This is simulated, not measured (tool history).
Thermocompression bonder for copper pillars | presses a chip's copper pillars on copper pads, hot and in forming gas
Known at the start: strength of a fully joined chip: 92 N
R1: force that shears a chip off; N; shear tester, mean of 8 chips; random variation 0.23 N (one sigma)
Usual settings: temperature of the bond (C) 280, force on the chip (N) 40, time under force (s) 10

{"run": 1, "hour": 0.0, "temperature of the bond (C)": 280, "force on the chip (N)": 40, "time under force (s)": 10, "R1": 49.7}
{"run": 2, "hour": 19.7, "temperature of the bond (C)": 280, "force on the chip (N)": 40, "time under force (s)": 13, "R1": 53.9}
{"run": 3, "hour": 34.5, "temperature of the bond (C)": 280, "force on the chip (N)": 40, "time under force (s)": 13, "R1": 53.8}
{"run": 4, "hour": 42.8, "temperature of the bond (C)": 280, "force on the chip (N)": 40, "time under force (s)": 13, "R1": 53.7}
{"run": 5, "hour": 50.9, "temperature of the bond (C)": 280, "force on the chip (N)": 40, "time under force (s)": 13, "R1": 54.0}
{"run": 6, "hour": 60.9, "temperature of the bond (C)": 280, "force on the chip (N)": 57, "time under force (s)": 10, "R1": 58.3}
{"run": 7, "hour": 74.5, "temperature of the bond (C)": 280, "force on the chip (N)": 40, "time under force (s)": 10, "R1": 49.1}
{"run": 8, "hour": 93.4, "temperature of the bond (C)": 280, "force on the chip (N)": 40, "time under force (s)": 10, "R1": 48.1}
{"run": 9, "hour": 110.0, "temperature of the bond (C)": 280, "force on the chip (N)": 40, "time under force (s)": 10, "R1": 48.6}
{"run": 10, "hour": 127.4, "temperature of the bond (C)": 280, "force on the chip (N)": 40, "time under force (s)": 10, "R1": 48.5}
{"run": 11, "hour": 145.6, "temperature of the bond (C)": 280, "force on the chip (N)": 40, "time under force (s)": 10, "R1": 48.0}
{"run": 12, "hour": 154.5, "temperature of the bond (C)": 280, "force on the chip (N)": 40, "time under force (s)": 10, "R1": 48.0}
{"run": 13, "hour": 172.0, "temperature of the bond (C)": 280, "force on the chip (N)": 28, "time under force (s)": 10, "R1": 39.7}
{"run": 14, "hour": 185.5, "temperature of the bond (C)": 280, "force on the chip (N)": 28, "time under force (s)": 10, "R1": 39.6}
{"run": 15, "hour": 200.6, "temperature of the bond (C)": 280, "force on the chip (N)": 28, "time under force (s)": 10, "R1": 40.7}
{"run": 16, "hour": 216.9, "temperature of the bond (C)": 280, "force on the chip (N)": 40, "time under force (s)": 10, "R1": 48.7}
{"run": 17, "hour": 230.5, "temperature of the bond (C)": 280, "force on the chip (N)": 40, "time under force (s)": 10, "R1": 48.9}
{"run": 18, "hour": 248.0, "temperature of the bond (C)": 287, "force on the chip (N)": 40, "time under force (s)": 10, "R1": 51.5}
{"run": 19, "hour": 267.0, "temperature of the bond (C)": 287, "force on the chip (N)": 40, "time under force (s)": 10, "R1": 51.8}
{"run": 20, "hour": 275.4, "temperature of the bond (C)": 280, "force on the chip (N)": 50, "time under force (s)": 10, "R1": 53.4}
{"run": 21, "hour": 288.0, "temperature of the bond (C)": 281, "force on the chip (N)": 51, "time under force (s)": 10, "R1": 54.7}
{"run": 22, "hour": 300.7, "temperature of the bond (C)": 281, "force on the chip (N)": 51, "time under force (s)": 10, "R1": 54.1}
{"run": 23, "hour": 319.8, "temperature of the bond (C)": 307, "force on the chip (N)": 51, "time under force (s)": 23, "R1": 76.0}
{"run": 24, "hour": 335.2, "temperature of the bond (C)": 270, "force on the chip (N)": 27, "time under force (s)": 10, "R1": 34.8}
{"run": 25, "hour": 343.3, "temperature of the bond (C)": 270, "force on the chip (N)": 25, "time under force (s)": 10, "R1": 33.6}
{"run": 26, "hour": 354.8, "temperature of the bond (C)": 268, "force on the chip (N)": 41, "time under force (s)": 13, "R1": 46.8}
{"run": 27, "hour": 369.2, "temperature of the bond (C)": 268, "force on the chip (N)": 41, "time under force (s)": 13, "R1": 46.7}
{"run": 28, "hour": 387.3, "temperature of the bond (C)": 301, "force on the chip (N)": 44, "time under force (s)": 10, "R1": 57.5}
{"run": 29, "hour": 404.3, "temperature of the bond (C)": 280, "force on the chip (N)": 30, "time under force (s)": 20, "R1": 55.9}
{"run": 30, "hour": 412.9, "temperature of the bond (C)": 306, "force on the chip (N)": 29, "time under force (s)": 8, "R1": 52.3}
{"run": 31, "hour": 426.7, "temperature of the bond (C)": 307, "force on the chip (N)": 32, "time under force (s)": 7, "R1": 53.0}
{"run": 32, "hour": 444.0, "temperature of the bond (C)": 307, "force on the chip (N)": 32, "time under force (s)": 7, "R1": 52.4}
{"run": 33, "hour": 462.9, "temperature of the bond (C)": 256, "force on the chip (N)": 54, "time under force (s)": 22, "R1": 62.6}
{"run": 34, "hour": 472.2, "temperature of the bond (C)": 256, "force on the chip (N)": 54, "time under force (s)": 22, "R1": 62.8}
{"run": 35, "hour": 480.7, "temperature of the bond (C)": 255, "force on the chip (N)": 28, "time under force (s)": 8, "R1": 31.8}
{"run": 36, "hour": 494.0, "temperature of the bond (C)": 255, "force on the chip (N)": 28, "time under force (s)": 8, "R1": 31.6}
{"run": 37, "hour": 505.1, "temperature of the bond (C)": 265, "force on the chip (N)": 38, "time under force (s)": 8, "R1": 41.5}
{"run": 38, "hour": 513.4, "temperature of the bond (C)": 265, "force on the chip (N)": 38, "time under force (s)": 8, "R1": 41.7}
{"run": 39, "hour": 523.5, "temperature of the bond (C)": 265, "force on the chip (N)": 38, "time under force (s)": 8, "R1": 41.9}
{"run": 40, "hour": 531.7, "temperature of the bond (C)": 291, "force on the chip (N)": 47, "time under force (s)": 16, "R1": 67.9}

Not shown: 4 entries that the log had between the listed runs. Between which runs, and how does the tool's hidden state differ before and after?
Between runs 14 and 15: forming gas filter changed (hour 196.4)
  true temperature of the bond over the reading, C: -8.1 -> -8.2; oxide that the forming gas leaves, % of the face: 4.1 -> 0.76
  measured less the result without the state, R1: -4.0 -> -2.6 N
Between runs 21 and 22: heater calibrated with a thermocouple chip (hour 291.4)
  true temperature of the bond over the reading, C: -8.9 -> -10; oxide that the forming gas leaves, % of the face: 2.32 -> 2.5
  measured less the result without the state, R1: -4.0 -> -4.6 N
Between runs 28 and 29: heater calibrated with a thermocouple chip, once more (hour 400.5)
  true temperature of the bond over the reading, C: -10.7 -> 2; force that reaches the chip, % of what is set: 103.3 -> 103.4; oxide that the forming gas leaves, % of the face: 4.06 -> 4.32
  measured less the result without the state, R1: -5.4 -> -0.6 N
Between runs 29 and 30: forming gas filter changed (hour 406.6)
  true temperature of the bond over the reading, C: 2 -> 1.9; oxide that the forming gas leaves, % of the face: 4.32 -> 0.75
  measured less the result without the state, R1: -0.6 -> +1.4 N
